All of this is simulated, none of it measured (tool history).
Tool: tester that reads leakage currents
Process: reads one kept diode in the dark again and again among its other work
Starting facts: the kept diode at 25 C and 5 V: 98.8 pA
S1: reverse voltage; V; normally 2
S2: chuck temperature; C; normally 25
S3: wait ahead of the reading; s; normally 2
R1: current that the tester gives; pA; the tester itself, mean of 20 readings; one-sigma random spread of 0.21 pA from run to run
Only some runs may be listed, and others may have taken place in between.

run,hour,S1,S2,S3,R1
1,0,2,25,2,74.56
2,122.6,2,25,2,75.65
3,221,2,27,2,87.9
# hour 296.9: chuck's temperature calibrated
4,340.5,2,27,2,91.73
5,397.9,2,25,2,80.73
6,511.4,2,25,2,82.02
7,621,2,25,2,82.74
8,676.6,2,53,2,509.71
9,780.1,2,31,2,127.41
10,893,2,31,2,128.53
11,983.2,2,31,2,130.17
12,1035.9,2,31,2,131.09
# hour 1056.5: chuck's temperature calibrated, once more
13,1112,8.66,31,2,195.34
14,1200.7,8.66,31,2,198.4
15,1294.8,8.66,31,2,200.74
16,1399.7,3.17,25,2,88.45
17,1461.9,2,42,2,231.3
18,1535.2,2,25,2.69,74.33
19,1587.2,2,25,2.69,74.86
20,1641.7,2,36,5.01,159.79
21,1739.6,2,28,4.85,94
22,1815.2,2,31,5.58,115.74
23,1871.6,2,31,5.58,117.31
24,1970.1,2,31,5.58,118.18
# hour 2019: chuck's temperature calibrated
25,2041.3,12.24,25,1.64,155.65
# hour 2099.1: probe card cleaned and baked
26,2153.8,2.07,25,1.64,71.03
27,2266.8,6.43,25,8.29,113.04
28,2375.3,6.43,25,8.29,114.24
29,2459,2,25,0.52,73.06
# hour 2548.5: tester calibrated
30,2564.2,3.19,37,1.25,205.14
31,2618.4,7.11,25,2,125.61
32,2714.3,7.11,25,8.6,126.11
33,2793.4,5.72,22,2.24,94.44
34,2897.5,1.96,20,4.91,53.93
# hour 2986.9: chuck's temperature calibrated
35,2986.9,1.96,20,4.91,47.87
36,3066.1,3.27,31,4.94,130.78
37,3123,3.27,31,4.94,131.26
38,3198.7,9.03,24,1.2,123.83

A few steps of R1 between consecutive runs. Split each: what settings, incoming material and random variation would produce without the hidden state, and what is left over for the hidden state, along with gauge scatter present in only one of the two compared results (measured, and without hidden state):
Hidden state present: stray current of the dirty probe card, pA a volt; current scale over the true one, %; true chuck temperature over the reading, C; drift of the gauge itself on leakage_pa, %.
Run 7 -> 8: S2 25 -> 53. R1 +426.97 pA: hidden state +55.94, all else +371.03.
Run 8 -> 9: S2 53 -> 31. R1 -382.3 pA: hidden state -47.85, all else -334.45.
Run 12 -> 13: S1 2 -> 8.66, chuck's temperature calibrated, once more. R1 +64.25 pA: hidden state -19, all else +83.25.
Run 17 -> 18: S2 42 -> 25, S3 2 -> 2.69. R1 -156.97 pA: hidden state -4.76, all else -152.21.
